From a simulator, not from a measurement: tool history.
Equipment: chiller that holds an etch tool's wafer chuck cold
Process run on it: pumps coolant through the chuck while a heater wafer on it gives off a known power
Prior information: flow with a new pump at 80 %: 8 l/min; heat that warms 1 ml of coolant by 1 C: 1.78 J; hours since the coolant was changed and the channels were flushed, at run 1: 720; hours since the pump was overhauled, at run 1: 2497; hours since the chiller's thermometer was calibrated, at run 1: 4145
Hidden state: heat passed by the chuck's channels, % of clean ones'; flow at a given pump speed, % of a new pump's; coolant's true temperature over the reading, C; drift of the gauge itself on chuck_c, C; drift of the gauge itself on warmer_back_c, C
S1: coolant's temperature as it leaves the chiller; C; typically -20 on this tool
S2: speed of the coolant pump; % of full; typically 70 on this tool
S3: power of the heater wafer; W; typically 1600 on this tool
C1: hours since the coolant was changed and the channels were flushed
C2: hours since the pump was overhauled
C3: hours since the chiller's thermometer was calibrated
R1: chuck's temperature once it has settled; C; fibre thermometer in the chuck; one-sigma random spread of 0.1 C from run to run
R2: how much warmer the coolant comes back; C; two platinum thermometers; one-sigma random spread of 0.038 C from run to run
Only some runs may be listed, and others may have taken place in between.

run 1 day=0 | S1=-20 S2=70 S3=1600 | C1=720 C2=2497 C3=4145 | R1=-6.4 R2=7.86
run 2 day=2.342 | S1=-20 S2=70 S3=1600 | C1=776 C2=2553 C3=4201 | R1=-6.4 R2=7.78
run 3 day=4.208 | S1=-20 S2=70 S3=1600 | C1=821 C2=2598 C3=4246 | R1=-6.3 R2=7.91
run 4 day=5.579 | S1=-20 S2=70 S3=1600 | C1=854 C2=2631 C3=4279 | R1=-6.4 R2=7.88
run 5 day=8.45 | S1=-20 S2=70 S3=1097 | C1=923 C2=2700 C3=4348 | R1=-10.8 R2=5.39
run 6 day=11.225 | S1=-20 S2=70 S3=1600 | C1=990 C2=2766 C3=4414 | R1=-6.5 R2=7.94
run 7 day=12.996 | S1=-20 S2=70 S3=1600 | C1=1032 C2=2809 C3=4457 | R1=-6.3 R2=7.84
run 8 day=16.112 | S1=-20 S2=71 S3=1600 | C1=1107 C2=2883 C3=4531 | R1=-6.5 R2=7.82
-- day=17.054 chiller's thermometer calibrated
run 9 day=19.221 | S1=-20 S2=71 S3=1600 | C1=1180 C2=2957 C3=52 | R1=-6.4 R2=7.83
run 10 day=21.892 | S1=-10 S2=70 S3=1600 | C1=1245 C2=3021 C3=116 | R1=3.8 R2=7.94
run 11 day=24.896 | S1=-10 S2=70 S3=1600 | C1=1317 C2=3093 C3=188 | R1=3.6 R2=7.95
run 12 day=27.271 | S1=-20 S2=70 S3=1600 | C1=1374 C2=3150 C3=245 | R1=-6.2 R2=8.01
run 13 day=30.608 | S1=-20 S2=70 S3=1600 | C1=1454 C2=3230 C3=325 | R1=-6.2 R2=7.99
run 14 day=33.596 | S1=-20 S2=70 S3=1600 | C1=1525 C2=3302 C3=397 | R1=-6.2 R2=7.99
run 15 day=35.279 | S1=-20 S2=70 S3=1600 | C1=1566 C2=3342 C3=437 | R1=-6.2 R2=7.96
run 16 day=36.712 | S1=-20 S2=70 S3=1600 | C1=1600 C2=3377 C3=472 | R1=-6.4 R2=8
run 17 day=40.075 | S1=-20 S2=70 S3=1600 | C1=1681 C2=3458 C3=553 | R1=-6.2 R2=7.99
run 18 day=43.329 | S1=-20 S2=70 S3=1600 | C1=1759 C2=3536 C3=631 | R1=-6.2 R2=8.07
run 19 day=45.025 | S1=-20 S2=83 S3=1150 | C1=1800 C2=3576 C3=671 | R1=-11.4 R2=4.91
run 20 day=48.017 | S1=-11 S2=70 S3=1279 | C1=1872 C2=3648 C3=743 | R1=-0.1 R2=6.45
run 21 day=50.446 | S1=-11 S2=68 S3=1279 | C1=1930 C2=3706 C3=801 | R1=0.3 R2=6.72
run 22 day=53.458 | S1=-23 S2=65 S3=1304 | C1=2002 C2=3779 C3=874 | R1=-11.1 R2=7.22
run 23 day=54.821 | S1=-23 S2=65 S3=1278 | C1=2035 C2=3811 C3=906 | R1=-11.6 R2=7.1
run 24 day=57.779 | S1=-23 S2=65 S3=1278 | C1=2106 C2=3882 C3=977 | R1=-11.4 R2=7.1
run 25 day=60.321 | S1=-16 S2=82 S3=1600 | C1=2167 C2=3943 C3=1038 | R1=-3.8 R2=6.87
-- day=63.058 gauge calibrated
run 26 day=63.429 | S1=-16 S2=82 S3=1600 | C1=2241 C2=4018 C3=1113 | R1=-3.8 R2=6.6
run 27 day=66.567 | S1=-17 S2=96 S3=1600 | C1=2317 C2=4093 C3=1188 | R1=-6.2 R2=5.51
run 28 day=69.792 | S1=-17 S2=96 S3=1600 | C1=2394 C2=4171 C3=1266 | R1=-6.3 R2=5.47
run 29 day=72.758 | S1=-22 S2=89 S3=2211 | C1=2465 C2=4242 C3=1337 | R1=-6.4 R2=8.29
run 30 day=75.017 | S1=-22 S2=89 S3=2211 | C1=2520 C2=4296 C3=1391 | R1=-6.2 R2=8.3
run 31 day=76.988 | S1=-21 S2=70 S3=1600 | C1=2567 C2=4343 C3=1438 | R1=-7.4 R2=7.89
run 32 day=78.625 | S1=-21 S2=70 S3=1600 | C1=2606 C2=4383 C3=1478 | R1=-7.4 R2=7.95

Some steps in R2 between neighbouring runs. How much of each would the tool show without its hidden state too (settings, what came in, random variation), and how much is left for the hidden state, with any gauge scatter that isn't in both results?
Run 2 -> 3: no setting changed, nothing entered. R2 +0.13 C: hidden state +0.02, all else +0.11.
Run 5 -> 6: S3 1097 -> 1600. R2 +2.55 C: hidden state +0.02, all else +2.53.
Run 18 -> 19: S2 70 -> 83, S3 1600 -> 1150. R2 -3.16 C: hidden state +0, all else -3.16.
Run 25 -> 26: gauge calibrated. R2 -0.27 C: hidden state -0.31, all else +0.04.
Run 28 -> 29: S1 -17 -> -22, S2 96 -> 89, S3 1600 -> 2211. R2 +2.82 C: hidden state +0.02, all else +2.8.
